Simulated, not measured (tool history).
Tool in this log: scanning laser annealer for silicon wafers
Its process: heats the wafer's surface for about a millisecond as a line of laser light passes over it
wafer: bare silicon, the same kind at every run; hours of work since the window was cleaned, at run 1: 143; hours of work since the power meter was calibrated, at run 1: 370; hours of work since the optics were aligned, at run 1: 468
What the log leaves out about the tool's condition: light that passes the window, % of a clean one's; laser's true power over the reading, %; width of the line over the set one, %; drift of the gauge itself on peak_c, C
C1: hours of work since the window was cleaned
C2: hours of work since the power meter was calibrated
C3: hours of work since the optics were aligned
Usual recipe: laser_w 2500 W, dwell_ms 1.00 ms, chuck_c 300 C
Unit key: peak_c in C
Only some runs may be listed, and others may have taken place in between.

run 1 hour=0.0 | laser_w=2500 dwell_ms=1.00 chuck_c=300 | C1=143 C2=370 C3=468 | peak_c=1121
run 2 hour=28.6 | laser_w=2500 dwell_ms=0.70 chuck_c=300 | C1=160 C2=388 C3=486 | peak_c=976
run 3 hour=61.7 | laser_w=2500 dwell_ms=0.70 chuck_c=311 | C1=181 C2=408 C3=507 | peak_c=984
run 4 hour=87.6 | laser_w=2500 dwell_ms=0.70 chuck_c=311 | C1=197 C2=424 C3=523 | peak_c=984
run 5 hour=113.0 | laser_w=2500 dwell_ms=0.70 chuck_c=311 | C1=212 C2=440 C3=538 | peak_c=984
run 6 hour=161.7 | laser_w=2500 dwell_ms=0.85 chuck_c=300 | C1=243 C2=470 C3=568 | peak_c=1041
run 7 hour=187.1 | laser_w=2500 dwell_ms=0.85 chuck_c=300 | C1=258 C2=486 C3=584 | peak_c=1042
run 8 hour=209.6 | laser_w=2500 dwell_ms=0.85 chuck_c=300 | C1=272 C2=500 C3=598 | peak_c=1040
run 9 hour=255.9 | laser_w=2129 dwell_ms=0.97 chuck_c=334 | C1=301 C2=529 C3=627 | peak_c=993
run 10 hour=293.7 | laser_w=2500 dwell_ms=0.89 chuck_c=281 | C1=324 C2=552 C3=650 | peak_c=1033

Consider 4 possible next runs. They are alternatives, not a sequence: every one starts from the tool as it was left by run 10. What does each give?
run A hour=321.0 | laser_w=2500 dwell_ms=0.73 chuck_c=300 | C1=341 C2=569 C3=667 | peak_c=?
run B hour=321.0 | laser_w=2646 dwell_ms=1.00 chuck_c=325 | C1=341 C2=569 C3=667 | peak_c=?
run C hour=321.0 | laser_w=2278 dwell_ms=0.84 chuck_c=281 | C1=341 C2=569 C3=667 | peak_c=?
run D hour=321.0 | laser_w=2500 dwell_ms=0.98 chuck_c=275 | C1=341 C2=569 C3=667 | peak_c=?

run=A peak_c=970
run=B peak_c=1175
run=C peak_c=936
run=D peak_c=1062
With the hidden condition removed and each run's random variation left untouched, the same runs would have given:
run=A peak_c=1014
run=B peak_c=1230
run=C peak_c=979
run=D peak_c=1113
